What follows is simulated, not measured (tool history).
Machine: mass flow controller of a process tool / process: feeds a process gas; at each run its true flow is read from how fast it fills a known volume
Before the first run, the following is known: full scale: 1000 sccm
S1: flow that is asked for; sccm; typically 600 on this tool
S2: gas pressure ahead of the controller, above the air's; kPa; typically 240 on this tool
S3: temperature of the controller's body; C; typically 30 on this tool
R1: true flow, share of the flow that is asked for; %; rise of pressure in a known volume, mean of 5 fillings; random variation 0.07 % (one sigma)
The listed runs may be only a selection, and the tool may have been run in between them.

| run | day | S1 | S2 | S3 | R1 |
|---|---|---|---|---|---|
| 1 | 0 | 600 | 240 | 30 | 97.62 |
| 2 | 15.762 | 600 | 240 | 30 | 97.71 |
| 3 | 27.808 | 600 | 240 | 30 | 97.58 |
|  | 38.792 | controller's zero set anew |
| 4 | 42.308 | 600 | 240 | 30 | 95.68 |
| 5 | 63.812 | 600 | 240 | 30 | 95.8 |
| 6 | 81.212 | 600 | 240 | 30 | 95.72 |
| 7 | 96.138 | 600 | 240 | 30 | 95.94 |
| 8 | 106.246 | 600 | 240 | 30 | 95.82 |
| 9 | 122.371 | 600 | 240 | 30 | 95.74 |
| 10 | 141.754 | 600 | 240 | 28 | 96.12 |
| 11 | 158.304 | 600 | 164 | 30 | 95.38 |
|  | 171.904 | controller exchanged for a calibrated one |
| 12 | 176.858 | 600 | 164 | 30 | 98.55 |
| 13 | 197.671 | 600 | 152 | 30 | 98.54 |
| 14 | 219.321 | 877 | 152 | 31 | 98.77 |
| 15 | 241.142 | 950 | 277 | 35 | 99.61 |
| 16 | 259.179 | 629 | 185 | 30 | 98.88 |
| 17 | 280.154 | 396 | 240 | 30 | 99.08 |
| 18 | 291.762 | 396 | 240 | 30 | 99.09 |
| 19 | 310.958 | 159 | 206 | 24 | 100.73 |
| 20 | 324.571 | 159 | 206 | 25 | 100.88 |
| 21 | 337.379 | 181 | 275 | 28 | 101.11 |
| 22 | 354.125 | 156 | 274 | 38 | 100.81 |
| 23 | 373.125 | 168 | 202 | 23 | 101.67 |

What if the next run were any one of these 4? Each begins from the tool's condition after run 23:
| A | 383.746 | 142 | 259 | 32 | ? |
| B | 383.746 | 296 | 185 | 21 | ? |
| C | 383.746 | 122 | 240 | 30 | ? |
| D | 383.746 | 502 | 206 | 37 | ? |

| run | R1 |
|---|---|
| A | 102.14 |
| B | 100.39 |
| C | 103.05 |
| D | 98.43 |
Had the tool no hidden state, the same runs would have come out as:
| run | R1 |
|---|---|
| A | 97.97 |
| B | 98.81 |
| C | 98.06 |
| D | 97.82 |

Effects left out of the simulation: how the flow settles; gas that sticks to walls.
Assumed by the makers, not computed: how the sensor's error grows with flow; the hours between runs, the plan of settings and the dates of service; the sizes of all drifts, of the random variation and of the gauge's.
